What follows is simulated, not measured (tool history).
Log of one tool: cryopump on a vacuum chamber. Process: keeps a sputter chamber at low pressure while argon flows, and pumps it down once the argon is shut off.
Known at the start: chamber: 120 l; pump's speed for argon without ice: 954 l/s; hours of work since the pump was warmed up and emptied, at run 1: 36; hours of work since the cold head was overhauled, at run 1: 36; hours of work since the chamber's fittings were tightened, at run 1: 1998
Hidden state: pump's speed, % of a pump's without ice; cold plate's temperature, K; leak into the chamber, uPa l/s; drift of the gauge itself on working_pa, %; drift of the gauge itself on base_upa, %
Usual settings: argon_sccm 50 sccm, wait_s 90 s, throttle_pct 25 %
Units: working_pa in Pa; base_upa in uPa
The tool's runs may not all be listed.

run	hour	argon_sccm	wait_s	throttle_pct	hours of work since the pump was warmed up and emptied	hours of work since the cold head was overhauled	hours of work since the chamber's fittings were tightened	working_pa	base_upa
1	0.0	50	90	25	36	36	1998	0.3577	2.63
2	21.3	50	90	25	51	51	2014	0.3573	2.64
3	41.8	50	90	25	65	65	2028	0.3601	2.62
4	65.8	50	90	25	82	82	2045	0.3629	2.68
5	78.4	50	87	25	91	91	2054	0.3617	2.73
6	97.3	50	87	25	105	105	2068	0.3680	2.76
7	107.4	40	58	19	112	112	2075	0.3811	3.64
8	120.6	21	101	34	121	121	2084	0.1162	2.50
9	145.0	23	292	16	139	139	2102	0.2616	1.53
10	160.6	23	292	48	150	150	2113	0.0931	1.55
11	183.4	23	292	17	166	166	2129	0.2476	1.63

Forecast each of these 5 alternatives for the next run:
A	200.3	49	275	55	178	178	2141	?	?
B	200.3	21	292	17	178	178	2141	?	?
C	200.3	50	259	17	178	178	2141	?	?
D	200.3	57	292	17	178	178	2141	?	?
E	200.3	25	90	25	178	178	2141	?	?

run	working_pa	base_upa
A	0.1773	1.66
B	0.2291	1.65
C	0.5451	1.72
D	0.6184	1.64
E	0.1888	2.81
Without the tool's hidden state the same runs would have given:
run	working_pa	base_upa
A	0.1562	0.87
B	0.2201	0.85
C	0.5235	0.92
D	0.5938	0.84
E	0.1780	2.01
